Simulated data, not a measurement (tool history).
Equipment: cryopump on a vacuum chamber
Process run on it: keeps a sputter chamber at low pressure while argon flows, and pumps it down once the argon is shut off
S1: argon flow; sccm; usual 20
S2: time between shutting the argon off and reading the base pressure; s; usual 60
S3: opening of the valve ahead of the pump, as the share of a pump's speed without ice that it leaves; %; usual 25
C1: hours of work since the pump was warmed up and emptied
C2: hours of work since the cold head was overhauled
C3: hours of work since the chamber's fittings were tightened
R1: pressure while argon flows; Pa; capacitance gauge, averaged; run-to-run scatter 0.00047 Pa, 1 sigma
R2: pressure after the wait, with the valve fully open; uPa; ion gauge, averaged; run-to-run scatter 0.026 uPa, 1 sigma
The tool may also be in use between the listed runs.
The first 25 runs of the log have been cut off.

| run | hour | S1 | S2 | S3 | C1 | C2 | C3 | R1 | R2 |
|---|---|---|---|---|---|---|---|---|---|
| 26 | 1868.6 | 11 | 60 | 25 | 163 | 2466 | 336 | 0.06 | 1.44 |
| 27 | 1968.9 | 14 | 238 | 15 | 211 | 2514 | 385 | 0.1261 | 0.85 |
| 28 | 2056 | 34 | 46 | 25 | 254 | 2557 | 427 | 0.1851 | 1.76 |
| 29 | 2112.9 | 29 | 29 | 16 | 281 | 2584 | 455 | 0.2455 | 2.46 |
| 30 | 2203.2 | 29 | 29 | 16 | 325 | 2628 | 499 | 0.2469 | 2.52 |
| 31 | 2265 | 29 | 85 | 16 | 355 | 2658 | 529 | 0.247 | 1.3 |
| 32 | 2339.6 | 29 | 97 | 16 | 392 | 2695 | 565 | 0.2459 | 1.31 |
| 33 | 2427.2 | 9 | 251 | 32 | 434 | 2737 | 608 | 0.0394 | 1.05 |

Here are 3 independent what-if runs from the current tool condition. What would each one return?
| A | 2511.4 | 19 | 49 | 22 | 475 | 2778 | 649 | ? | ? |
| B | 2511.4 | 11 | 251 | 30 | 475 | 2778 | 649 | ? | ? |
| C | 2511.4 | 9 | 251 | 48 | 475 | 2778 | 649 | ? | ? |

| run | R1 | R2 |
|---|---|---|
| A | 0.1193 | 1.99 |
| B | 0.0516 | 1.08 |
| C | 0.0275 | 1.04 |
Take away the tool's hidden state, keep each run's random variation, and the runs would have read:
| run | R1 | R2 |
|---|---|---|
| A | 0.1146 | 1.37 |
| B | 0.0489 | 0.46 |
| C | 0.0252 | 0.43 |
